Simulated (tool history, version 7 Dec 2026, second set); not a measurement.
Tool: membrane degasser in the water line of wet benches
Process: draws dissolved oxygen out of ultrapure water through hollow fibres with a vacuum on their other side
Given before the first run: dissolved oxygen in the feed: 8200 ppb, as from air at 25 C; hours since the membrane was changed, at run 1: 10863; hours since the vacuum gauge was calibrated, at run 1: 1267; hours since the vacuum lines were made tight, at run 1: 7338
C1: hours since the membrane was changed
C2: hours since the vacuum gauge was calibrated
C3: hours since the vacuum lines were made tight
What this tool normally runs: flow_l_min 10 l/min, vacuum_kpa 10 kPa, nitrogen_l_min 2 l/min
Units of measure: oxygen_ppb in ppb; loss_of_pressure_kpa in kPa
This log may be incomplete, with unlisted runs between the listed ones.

{"run": 1, "hour": 0.0, "flow_l_min": 10, "vacuum_kpa": 10, "nitrogen_l_min": 2, "C1": 10863, "C2": 1267, "C3": 7338, "oxygen_ppb": 138.8, "loss_of_pressure_kpa": 48.32}
{"run": 2, "hour": 129.4, "flow_l_min": 10, "vacuum_kpa": 10, "nitrogen_l_min": 2, "C1": 10992, "C2": 1396, "C3": 7467, "oxygen_ppb": 137.1, "loss_of_pressure_kpa": 48.46}
{"run": 3, "hour": 306.3, "flow_l_min": 10, "vacuum_kpa": 10, "nitrogen_l_min": 2, "C1": 11169, "C2": 1573, "C3": 7644, "oxygen_ppb": 135.9, "loss_of_pressure_kpa": 48.3}
{"run": 4, "hour": 433.4, "flow_l_min": 10, "vacuum_kpa": 10, "nitrogen_l_min": 2, "C1": 11296, "C2": 1700, "C3": 7771, "oxygen_ppb": 140.7, "loss_of_pressure_kpa": 48.46}
{"run": 5, "hour": 686.1, "flow_l_min": 10, "vacuum_kpa": 10, "nitrogen_l_min": 2, "C1": 11549, "C2": 1953, "C3": 8024, "oxygen_ppb": 139.3, "loss_of_pressure_kpa": 48.68}
{"run": 6, "hour": 833.3, "flow_l_min": 10, "vacuum_kpa": 10, "nitrogen_l_min": 2, "C1": 11696, "C2": 2100, "C3": 8171, "oxygen_ppb": 138.4, "loss_of_pressure_kpa": 49.09}
{"run": 7, "hour": 1010.4, "flow_l_min": 10, "vacuum_kpa": 10, "nitrogen_l_min": 2, "C1": 11873, "C2": 2277, "C3": 8348, "oxygen_ppb": 138.6, "loss_of_pressure_kpa": 48.59}
{"run": 8, "hour": 1240.2, "flow_l_min": 10, "vacuum_kpa": 10, "nitrogen_l_min": 2, "C1": 12103, "C2": 2507, "C3": 8578, "oxygen_ppb": 137.2, "loss_of_pressure_kpa": 48.98}
{"run": 9, "hour": 1387.8, "flow_l_min": 10, "vacuum_kpa": 10, "nitrogen_l_min": 2, "C1": 12251, "C2": 2655, "C3": 8725, "oxygen_ppb": 141.2, "loss_of_pressure_kpa": 48.95}
{"hour": 1414.4, "done": "vacuum gauge calibrated"}
{"run": 10, "hour": 1680.8, "flow_l_min": 10, "vacuum_kpa": 10, "nitrogen_l_min": 2, "C1": 12543, "C2": 266, "C3": 9018, "oxygen_ppb": 139.7, "loss_of_pressure_kpa": 48.83}
{"run": 11, "hour": 1863.3, "flow_l_min": 8, "vacuum_kpa": 10, "nitrogen_l_min": 2, "C1": 12726, "C2": 449, "C3": 9201, "oxygen_ppb": 99, "loss_of_pressure_kpa": 39.34}
{"run": 12, "hour": 2010.7, "flow_l_min": 8, "vacuum_kpa": 10, "nitrogen_l_min": 2, "C1": 12873, "C2": 596, "C3": 9348, "oxygen_ppb": 99.1, "loss_of_pressure_kpa": 39.34}
{"run": 13, "hour": 2216.3, "flow_l_min": 8, "vacuum_kpa": 10, "nitrogen_l_min": 2, "C1": 13079, "C2": 802, "C3": 9554, "oxygen_ppb": 100, "loss_of_pressure_kpa": 39.18}
{"run": 14, "hour": 2336.7, "flow_l_min": 10, "vacuum_kpa": 10, "nitrogen_l_min": 3.23, "C1": 13199, "C2": 922, "C3": 9674, "oxygen_ppb": 110.8, "loss_of_pressure_kpa": 49.2}
{"hour": 2370.5, "done": "vacuum gauge calibrated, once more"}
{"run": 15, "hour": 2567.1, "flow_l_min": 10, "vacuum_kpa": 10, "nitrogen_l_min": 2, "C1": 13429, "C2": 197, "C3": 9904, "oxygen_ppb": 140.3, "loss_of_pressure_kpa": 49.2}
{"run": 16, "hour": 2836.6, "flow_l_min": 11, "vacuum_kpa": 10, "nitrogen_l_min": 2, "C1": 13698, "C2": 466, "C3": 10173, "oxygen_ppb": 167.3, "loss_of_pressure_kpa": 53.81}
{"run": 17, "hour": 3032.9, "flow_l_min": 11, "vacuum_kpa": 10, "nitrogen_l_min": 2, "C1": 13895, "C2": 662, "C3": 10370, "oxygen_ppb": 165.3, "loss_of_pressure_kpa": 54.29}
{"run": 18, "hour": 3306.2, "flow_l_min": 11, "vacuum_kpa": 10, "nitrogen_l_min": 2, "C1": 14168, "C2": 936, "C3": 10643, "oxygen_ppb": 165, "loss_of_pressure_kpa": 54.25}
{"run": 19, "hour": 3424.2, "flow_l_min": 11, "vacuum_kpa": 10, "nitrogen_l_min": 2, "C1": 14286, "C2": 1054, "C3": 10761, "oxygen_ppb": 166, "loss_of_pressure_kpa": 54.35}
{"run": 20, "hour": 3546.6, "flow_l_min": 7, "vacuum_kpa": 10, "nitrogen_l_min": 2, "C1": 14408, "C2": 1176, "C3": 10883, "oxygen_ppb": 80.8, "loss_of_pressure_kpa": 34.52}
{"run": 21, "hour": 3718.1, "flow_l_min": 7, "vacuum_kpa": 22.2, "nitrogen_l_min": 2, "C1": 14580, "C2": 1348, "C3": 11055, "oxygen_ppb": 187.7, "loss_of_pressure_kpa": 34.75}
{"run": 22, "hour": 3839.8, "flow_l_min": 9, "vacuum_kpa": 10.1, "nitrogen_l_min": 1.08, "C1": 14701, "C2": 1469, "C3": 11176, "oxygen_ppb": 184.3, "loss_of_pressure_kpa": 44.38}
{"run": 23, "hour": 3972.8, "flow_l_min": 9, "vacuum_kpa": 10.1, "nitrogen_l_min": 1.08, "C1": 14835, "C2": 1602, "C3": 11310, "oxygen_ppb": 184.6, "loss_of_pressure_kpa": 44.66}
{"run": 24, "hour": 4248.6, "flow_l_min": 9, "vacuum_kpa": 10.1, "nitrogen_l_min": 1.08, "C1": 15110, "C2": 1878, "C3": 11585, "oxygen_ppb": 184.8, "loss_of_pressure_kpa": 44.66}
{"run": 25, "hour": 4535.0, "flow_l_min": 8, "vacuum_kpa": 17.6, "nitrogen_l_min": 1.92, "C1": 15397, "C2": 2164, "C3": 11872, "oxygen_ppb": 185.7, "loss_of_pressure_kpa": 39.4}
{"hour": 4769.1, "done": "seals of the vacuum lines changed"}
{"run": 26, "hour": 4790.0, "flow_l_min": 10, "vacuum_kpa": 10, "nitrogen_l_min": 1.03, "C1": 15650, "C2": 2418, "C3": 21, "oxygen_ppb": 210.3, "loss_of_pressure_kpa": 49.98}
{"run": 27, "hour": 4963.0, "flow_l_min": 10, "vacuum_kpa": 11.3, "nitrogen_l_min": 1.23, "C1": 15823, "C2": 2590, "C3": 194, "oxygen_ppb": 216.7, "loss_of_pressure_kpa": 50.06}
{"run": 28, "hour": 5184.1, "flow_l_min": 8, "vacuum_kpa": 21.8, "nitrogen_l_min": 2.03, "C1": 16044, "C2": 2812, "C3": 415, "oxygen_ppb": 207.6, "loss_of_pressure_kpa": 39.9}
{"run": 29, "hour": 5320.3, "flow_l_min": 11, "vacuum_kpa": 21.8, "nitrogen_l_min": 3.64, "C1": 16180, "C2": 2948, "C3": 551, "oxygen_ppb": 216.2, "loss_of_pressure_kpa": 55.15}
{"run": 30, "hour": 5610.5, "flow_l_min": 11, "vacuum_kpa": 21.8, "nitrogen_l_min": 3.64, "C1": 16470, "C2": 3238, "C3": 841, "oxygen_ppb": 214.4, "loss_of_pressure_kpa": 55.15}
{"run": 31, "hour": 5844.1, "flow_l_min": 10, "vacuum_kpa": 10, "nitrogen_l_min": 1.49, "C1": 16704, "C2": 3472, "C3": 1075, "oxygen_ppb": 169.6, "loss_of_pressure_kpa": 50.12}

What if the next run were any one of these 5? Each begins from the tool's condition after run 31:
{"run": "A", "hour": 6045.4, "flow_l_min": 10, "vacuum_kpa": 14, "nitrogen_l_min": 2, "C1": 16905, "C2": 3673, "C3": 1276, "oxygen_ppb": "?", "loss_of_pressure_kpa": "?"}
{"run": "B", "hour": 6045.4, "flow_l_min": 13, "vacuum_kpa": 10, "nitrogen_l_min": 1.49, "C1": 16905, "C2": 3673, "C3": 1276, "oxygen_ppb": "?", "loss_of_pressure_kpa": "?"}
{"run": "C", "hour": 6045.4, "flow_l_min": 6, "vacuum_kpa": 14.5, "nitrogen_l_min": 2, "C1": 16905, "C2": 3673, "C3": 1276, "oxygen_ppb": "?", "loss_of_pressure_kpa": "?"}
{"run": "D", "hour": 6045.4, "flow_l_min": 16, "vacuum_kpa": 14.2, "nitrogen_l_min": 1.89, "C1": 16905, "C2": 3673, "C3": 1276, "oxygen_ppb": "?", "loss_of_pressure_kpa": "?"}
{"run": "E", "hour": 6045.4, "flow_l_min": 14, "vacuum_kpa": 12.3, "nitrogen_l_min": 4.61, "C1": 16905, "C2": 3673, "C3": 1276, "oxygen_ppb": "?", "loss_of_pressure_kpa": "?"}

run=A oxygen_ppb=195.4 loss_of_pressure_kpa=50.08
run=B oxygen_ppb=262.4 loss_of_pressure_kpa=64.91
run=C oxygen_ppb=95.4 loss_of_pressure_kpa=30.02
run=D oxygen_ppb=412.2 loss_of_pressure_kpa=80.27
run=E oxygen_ppb=216.1 loss_of_pressure_kpa=70.47
Without the tool's hidden state the same runs would have given:
run=A oxygen_ppb=168.5 loss_of_pressure_kpa=45.39
run=B oxygen_ppb=216.8 loss_of_pressure_kpa=58.83
run=C oxygen_ppb=87.8 loss_of_pressure_kpa=27.2
run=D oxygen_ppb=347.8 loss_of_pressure_kpa=72.75
run=E oxygen_ppb=164.9 loss_of_pressure_kpa=63.86
